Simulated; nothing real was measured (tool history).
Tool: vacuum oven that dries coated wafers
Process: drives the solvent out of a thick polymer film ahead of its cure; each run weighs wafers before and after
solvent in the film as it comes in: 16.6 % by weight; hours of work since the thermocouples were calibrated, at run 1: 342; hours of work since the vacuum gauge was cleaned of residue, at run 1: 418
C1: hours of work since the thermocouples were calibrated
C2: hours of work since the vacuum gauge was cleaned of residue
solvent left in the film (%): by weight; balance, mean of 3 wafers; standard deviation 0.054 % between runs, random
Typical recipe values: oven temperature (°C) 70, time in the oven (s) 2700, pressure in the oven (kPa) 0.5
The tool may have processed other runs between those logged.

{"run": 1, "hour": 0.0, "oven temperature (°C)": 70, "time in the oven (s)": 2700, "pressure in the oven (kPa)": 0.5, "C1": 342, "C2": 418, "solvent left in the film (%)": 1.97}
{"run": 2, "hour": 7.2, "oven temperature (°C)": 70, "time in the oven (s)": 2700, "pressure in the oven (kPa)": 0.5, "C1": 346, "C2": 422, "solvent left in the film (%)": 1.85}
{"run": 3, "hour": 21.1, "oven temperature (°C)": 70, "time in the oven (s)": 2700, "pressure in the oven (kPa)": 0.5, "C1": 355, "C2": 431, "solvent left in the film (%)": 1.86}
{"run": 4, "hour": 33.1, "oven temperature (°C)": 65, "time in the oven (s)": 2700, "pressure in the oven (kPa)": 0.5, "C1": 362, "C2": 438, "solvent left in the film (%)": 3.77}
{"run": 5, "hour": 42.6, "oven temperature (°C)": 78, "time in the oven (s)": 2700, "pressure in the oven (kPa)": 0.5, "C1": 368, "C2": 444, "solvent left in the film (%)": 0.43}
{"run": 6, "hour": 55.6, "oven temperature (°C)": 78, "time in the oven (s)": 2040, "pressure in the oven (kPa)": 0.5, "C1": 377, "C2": 453, "solvent left in the film (%)": 0.73}
{"run": 7, "hour": 65.5, "oven temperature (°C)": 70, "time in the oven (s)": 2700, "pressure in the oven (kPa)": 0.5, "C1": 383, "C2": 459, "solvent left in the film (%)": 1.82}
{"run": 8, "hour": 76.3, "oven temperature (°C)": 70, "time in the oven (s)": 2700, "pressure in the oven (kPa)": 0.5, "C1": 390, "C2": 465, "solvent left in the film (%)": 1.89}
{"run": 9, "hour": 82.5, "oven temperature (°C)": 70, "time in the oven (s)": 2700, "pressure in the oven (kPa)": 0.5, "C1": 393, "C2": 469, "solvent left in the film (%)": 1.83}
{"run": 10, "hour": 92.0, "oven temperature (°C)": 70, "time in the oven (s)": 3180, "pressure in the oven (kPa)": 0.5, "C1": 399, "C2": 475, "solvent left in the film (%)": 1.47}
{"run": 11, "hour": 107.1, "oven temperature (°C)": 70, "time in the oven (s)": 3180, "pressure in the oven (kPa)": 0.301, "C1": 409, "C2": 485, "solvent left in the film (%)": 1.28}
{"run": 12, "hour": 117.0, "oven temperature (°C)": 70, "time in the oven (s)": 3180, "pressure in the oven (kPa)": 0.301, "C1": 415, "C2": 491, "solvent left in the film (%)": 1.32}
{"run": 13, "hour": 131.4, "oven temperature (°C)": 70, "time in the oven (s)": 2700, "pressure in the oven (kPa)": 0.5, "C1": 424, "C2": 500, "solvent left in the film (%)": 1.95}
{"run": 14, "hour": 143.0, "oven temperature (°C)": 70, "time in the oven (s)": 2700, "pressure in the oven (kPa)": 0.5, "C1": 432, "C2": 507, "solvent left in the film (%)": 1.83}
{"run": 15, "hour": 151.7, "oven temperature (°C)": 70, "time in the oven (s)": 2700, "pressure in the oven (kPa)": 0.5, "C1": 437, "C2": 513, "solvent left in the film (%)": 1.85}
{"run": 16, "hour": 161.7, "oven temperature (°C)": 72, "time in the oven (s)": 2220, "pressure in the oven (kPa)": 1.031, "C1": 443, "C2": 519, "solvent left in the film (%)": 2.06}
{"run": 17, "hour": 172.6, "oven temperature (°C)": 72, "time in the oven (s)": 3120, "pressure in the oven (kPa)": 1.031, "C1": 450, "C2": 526, "solvent left in the film (%)": 1.04}
{"run": 18, "hour": 178.7, "oven temperature (°C)": 79, "time in the oven (s)": 1740, "pressure in the oven (kPa)": 0.328, "C1": 454, "C2": 530, "solvent left in the film (%)": 0.99}
{"run": 19, "hour": 190.2, "oven temperature (°C)": 76, "time in the oven (s)": 4320, "pressure in the oven (kPa)": 1.342, "C1": 461, "C2": 537, "solvent left in the film (%)": 0.42}
{"run": 20, "hour": 197.7, "oven temperature (°C)": 70, "time in the oven (s)": 2700, "pressure in the oven (kPa)": 0.729, "C1": 466, "C2": 542, "solvent left in the film (%)": 1.81}
{"run": 21, "hour": 212.2, "oven temperature (°C)": 67, "time in the oven (s)": 2820, "pressure in the oven (kPa)": 1.164, "C1": 475, "C2": 551, "solvent left in the film (%)": 2.88}
{"run": 22, "hour": 227.3, "oven temperature (°C)": 83, "time in the oven (s)": 2460, "pressure in the oven (kPa)": 1.83, "C1": 485, "C2": 560, "solvent left in the film (%)": 0.38}
{"run": 23, "hour": 235.3, "oven temperature (°C)": 63, "time in the oven (s)": 1740, "pressure in the oven (kPa)": 1.785, "C1": 490, "C2": 565, "solvent left in the film (%)": 6.8}
{"run": 24, "hour": 249.7, "oven temperature (°C)": 55, "time in the oven (s)": 1380, "pressure in the oven (kPa)": 1.374, "C1": 499, "C2": 575, "solvent left in the film (%)": 10.45}
{"run": 25, "hour": 260.3, "oven temperature (°C)": 83, "time in the oven (s)": 4380, "pressure in the oven (kPa)": 0.5, "C1": 505, "C2": 581, "solvent left in the film (%)": 0.1}
{"run": 26, "hour": 268.4, "oven temperature (°C)": 70, "time in the oven (s)": 2640, "pressure in the oven (kPa)": 0.882, "C1": 510, "C2": 586, "solvent left in the film (%)": 1.96}
{"run": 27, "hour": 279.7, "oven temperature (°C)": 60, "time in the oven (s)": 2880, "pressure in the oven (kPa)": 0.334, "C1": 517, "C2": 593, "solvent left in the film (%)": 5.29}

5 options for the next run, each taken on its own from the tool as it stands now. Forecast them:
{"run": "A", "hour": 288.8, "oven temperature (°C)": 70, "time in the oven (s)": 4020, "pressure in the oven (kPa)": 1.477, "C1": 523, "C2": 599, "solvent left in the film (%)": "?"}
{"run": "B", "hour": 288.8, "oven temperature (°C)": 60, "time in the oven (s)": 2880, "pressure in the oven (kPa)": 1.72, "C1": 523, "C2": 599, "solvent left in the film (%)": "?"}
{"run": "C", "hour": 288.8, "oven temperature (°C)": 70, "time in the oven (s)": 2700, "pressure in the oven (kPa)": 0.349, "C1": 523, "C2": 599, "solvent left in the film (%)": "?"}
{"run": "D", "hour": 288.8, "oven temperature (°C)": 79, "time in the oven (s)": 1620, "pressure in the oven (kPa)": 0.334, "C1": 523, "C2": 599, "solvent left in the film (%)": "?"}
{"run": "E", "hour": 288.8, "oven temperature (°C)": 70, "time in the oven (s)": 2700, "pressure in the oven (kPa)": 1.75, "C1": 523, "C2": 599, "solvent left in the film (%)": "?"}

run=A solvent_left_in_the_film_(%)=1.11
run=B solvent_left_in_the_film_(%)=5.7
run=C solvent_left_in_the_film_(%)=1.73
run=D solvent_left_in_the_film_(%)=0.97
run=E solvent_left_in_the_film_(%)=2.09
Take away the tool's hidden state, keep each run's random variation, and the runs would have read:
run=A solvent_left_in_the_film_(%)=1.25
run=B solvent_left_in_the_film_(%)=6.12
run=C solvent_left_in_the_film_(%)=2.01
run=D solvent_left_in_the_film_(%)=1.17
run=E solvent_left_in_the_film_(%)=2.38
